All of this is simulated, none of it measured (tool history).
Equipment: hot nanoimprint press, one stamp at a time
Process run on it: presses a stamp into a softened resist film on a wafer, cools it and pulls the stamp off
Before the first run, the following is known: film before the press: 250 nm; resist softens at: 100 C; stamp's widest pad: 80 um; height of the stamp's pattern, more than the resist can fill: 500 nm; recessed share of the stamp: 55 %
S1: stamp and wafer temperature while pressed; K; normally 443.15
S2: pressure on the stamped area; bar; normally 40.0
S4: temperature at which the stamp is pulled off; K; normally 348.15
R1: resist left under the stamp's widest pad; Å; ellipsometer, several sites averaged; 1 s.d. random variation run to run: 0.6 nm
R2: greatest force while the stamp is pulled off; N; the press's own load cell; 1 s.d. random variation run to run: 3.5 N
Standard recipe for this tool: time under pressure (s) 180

Run 1, hour 0.0: usual settings. Result: R1 1022 Å, R2 171 N.
Run 2, hour 13.4: usual settings. Result: R1 1018 Å, R2 181 N.
Run 3, hour 28.7: usual settings. Result: R1 1032 Å, R2 183 N.
Run 4, hour 57.2: usual settings. Result: R1 1020 Å, R2 181 N.
At hour 68.2: plate thermocouple calibrated.
Run 5, hour 79.8: usual settings. Result: R1 1041 Å, R2 194 N.
Run 6, hour 91.7: usual settings but S2 30.6 bar. Result: R1 1161 Å, R2 198 N.
Run 7, hour 116.7: usual settings. Result: R1 1050 Å, R2 208 N.
Run 8, hour 130.7: usual settings. Result: R1 1047 Å, R2 194 N.
Run 9, hour 146.3: usual settings but S1 448.15 K, S4 338.15 K. Result: R1 841 Å, R2 254 N.
Run 10, hour 169.8: usual settings but S1 448.15 K, S4 338.15 K. Result: R1 844 Å, R2 260 N.
Run 11, hour 185.0: usual settings but S1 448.15 K, S4 338.15 K. Result: R1 851 Å, R2 264 N.
At hour 192.7: stamp cleaned and given a new release coat.
At hour 198.5: plate thermocouple calibrated, once more.
Run 12, hour 206.8: usual settings but S1 448.15 K, S4 338.15 K. Result: R1 779 Å, R2 220 N.
Run 13, hour 232.5: usual settings but time under pressure (s) 95. Result: R1 1256 Å, R2 170 N.
Run 14, hour 248.8: usual settings but S1 442.15 K, S2 44.9 bar, time under pressure (s) 309, S4 340.15 K. Result: R1 763 Å, R2 223 N.
Run 15, hour 270.0: usual settings but S1 452.15 K, time under pressure (s) 113, S4 339.15 K. Result: R1 838 Å, R2 225 N.
Run 16, hour 287.2: usual settings but S2 53.6 bar, time under pressure (s) 105. Result: R1 1089 Å, R2 190 N.

Below are 3 alternative next runs, each starting from the tool's condition after run 16. Predict each:
Run A, hour 301.8: usual settings but time under pressure (s) 119, S4 343.15 K. Result: R1 ?, R2 ?.
Run B, hour 301.8: usual settings but S1 449.15 K, S2 31.5 bar, time under pressure (s) 237. Result: R1 ?, R2 ?.
Run C, hour 301.8: usual settings but S1 440.15 K, time under pressure (s) 105, S4 334.15 K. Result: R1 ?, R2 ?.

run    R1   R2
  A  1163  204
  B   745  191
  C  1362  268
The same runs, with their run-to-run variation unchanged, on a tool lacking any hidden condition would have given:
run    R1   R2
  A  1146  185
  B   734  173
  C  1344  243
